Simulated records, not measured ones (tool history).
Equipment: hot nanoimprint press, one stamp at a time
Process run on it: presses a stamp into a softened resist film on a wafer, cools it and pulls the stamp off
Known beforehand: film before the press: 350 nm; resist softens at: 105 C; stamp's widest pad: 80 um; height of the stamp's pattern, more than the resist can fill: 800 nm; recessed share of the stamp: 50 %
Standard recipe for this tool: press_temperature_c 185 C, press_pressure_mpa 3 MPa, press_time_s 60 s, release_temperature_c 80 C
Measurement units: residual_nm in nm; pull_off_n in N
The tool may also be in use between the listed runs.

Run 1, hour 0: usual settings. Result: residual_nm 130.1 nm, pull_off_n 226 N.
Run 2, hour 29: usual settings but release_temperature_c 66 C. Result: residual_nm 128.2 nm, pull_off_n 309 N.
Run 3, hour 69.8: usual settings but release_temperature_c 66 C. Result: residual_nm 128.2 nm, pull_off_n 308 N.
Run 4, hour 116.4: usual settings but release_temperature_c 66 C. Result: residual_nm 127.6 nm, pull_off_n 311 N.
Run 5, hour 140.5: usual settings but release_temperature_c 66 C. Result: residual_nm 127.7 nm, pull_off_n 305 N.
Run 6, hour 191.5: usual settings but release_temperature_c 66 C. Result: residual_nm 128.6 nm, pull_off_n 313 N.
Run 7, hour 232: usual settings but release_temperature_c 66 C. Result: residual_nm 126.8 nm, pull_off_n 319 N.
Run 8, hour 266.1: usual settings but press_pressure_mpa 2.9 MPa. Result: residual_nm 129 nm, pull_off_n 230 N.
Run 9, hour 315.2: usual settings but press_temperature_c 181 C, press_pressure_mpa 2.9 MPa. Result: residual_nm 157.5 nm, pull_off_n 233 N.
Run 10, hour 365.5: usual settings but press_temperature_c 181 C, press_pressure_mpa 2.9 MPa. Result: residual_nm 155.7 nm, pull_off_n 234 N.
At hour 399.9: plate thermocouple calibrated.
Run 11, hour 404.5: usual settings but press_temperature_c 183 C. Result: residual_nm 134.5 nm, pull_off_n 228 N.
Run 12, hour 442.2: usual settings but press_temperature_c 183 C. Result: residual_nm 133.5 nm, pull_off_n 223 N.
Run 13, hour 483.3: usual settings but press_temperature_c 183 C. Result: residual_nm 130.1 nm, pull_off_n 230 N.
At hour 489.8: plate thermocouple calibrated, once more.
At hour 495.8: stamp cleaned and given a new release coat.
Run 14, hour 517.7: usual settings but press_temperature_c 183 C. Result: residual_nm 157.5 nm, pull_off_n 209 N.
Run 15, hour 542.9: usual settings but press_temperature_c 183 C. Result: residual_nm 155.8 nm, pull_off_n 215 N.
Run 16, hour 588.3: usual settings but press_temperature_c 183 C. Result: residual_nm 157.2 nm, pull_off_n 210 N.
Run 17, hour 644.9: usual settings but press_temperature_c 183 C, press_time_s 30 s, release_temperature_c 66 C. Result: residual_nm 198.1 nm, pull_off_n 302 N.
Run 18, hour 698.2: usual settings but press_temperature_c 183 C, press_time_s 30 s, release_temperature_c 66 C. Result: residual_nm 198.5 nm, pull_off_n 307 N.
Run 19, hour 740.4: usual settings but press_temperature_c 183 C, press_time_s 30 s, release_temperature_c 66 C. Result: residual_nm 198.2 nm, pull_off_n 315 N.
Run 20, hour 781: usual settings but press_temperature_c 183 C, press_time_s 30 s, release_temperature_c 66 C. Result: residual_nm 198.3 nm, pull_off_n 310 N.
Run 21, hour 821.8: usual settings but press_temperature_c 182 C. Result: residual_nm 160.6 nm, pull_off_n 227 N.
Run 22, hour 864.5: usual settings but press_temperature_c 182 C. Result: residual_nm 160.8 nm, pull_off_n 235 N.
Run 23, hour 906: usual settings but press_temperature_c 186 C, press_pressure_mpa 2.59 MPa, press_time_s 69 s, release_temperature_c 85 C. Result: residual_nm 132.2 nm, pull_off_n 197 N.
Run 24, hour 932.8: usual settings but press_temperature_c 186 C, press_pressure_mpa 2.59 MPa, press_time_s 69 s, release_temperature_c 85 C. Result: residual_nm 130.7 nm, pull_off_n 197 N.
Run 25, hour 985.1: usual settings but press_temperature_c 186 C, press_pressure_mpa 2.59 MPa, press_time_s 69 s, release_temperature_c 85 C. Result: residual_nm 129.9 nm, pull_off_n 207 N.
Run 26, hour 1038.7: usual settings but press_temperature_c 186 C, press_pressure_mpa 2.59 MPa, press_time_s 69 s, release_temperature_c 85 C. Result: residual_nm 128.1 nm, pull_off_n 201 N.
Run 27, hour 1072.7: usual settings but release_temperature_c 87 C. Result: residual_nm 133.7 nm, pull_off_n 189 N.
Run 28, hour 1097: usual settings but release_temperature_c 87 C. Result: residual_nm 135.4 nm, pull_off_n 195 N.
Run 29, hour 1152.2: usual settings but release_temperature_c 87 C. Result: residual_nm 135.1 nm, pull_off_n 196 N.
Run 30, hour 1181.9: usual settings but press_temperature_c 193 C, press_pressure_mpa 3.75 MPa, press_time_s 100 s, release_temperature_c 81 C. Result: residual_nm 64.8 nm, pull_off_n 232 N.

What if the next run were any one of these 3? Each begins from the tool's condition after run 30:
Run A, hour 1217.1: usual settings but press_temperature_c 193 C, press_pressure_mpa 3.75 MPa, press_time_s 104 s, release_temperature_c 79 C. Result: residual_nm ?, pull_off_n ?.
Run B, hour 1217.1: usual settings but press_temperature_c 177 C, press_pressure_mpa 4.04 MPa, release_temperature_c 66 C. Result: residual_nm ?, pull_off_n ?.
Run C, hour 1217.1: usual settings but press_time_s 38 s. Result: residual_nm ?, pull_off_n ?.

run  residual_nm  pull_off_n
  A         63.6         250
  B        177.6         352
  C          160         236
Take away the tool's hidden state, keep each run's random variation, and the runs would have read:
run  residual_nm  pull_off_n
  A         64.7         217
  B        181.5         303
  C        164.5         205

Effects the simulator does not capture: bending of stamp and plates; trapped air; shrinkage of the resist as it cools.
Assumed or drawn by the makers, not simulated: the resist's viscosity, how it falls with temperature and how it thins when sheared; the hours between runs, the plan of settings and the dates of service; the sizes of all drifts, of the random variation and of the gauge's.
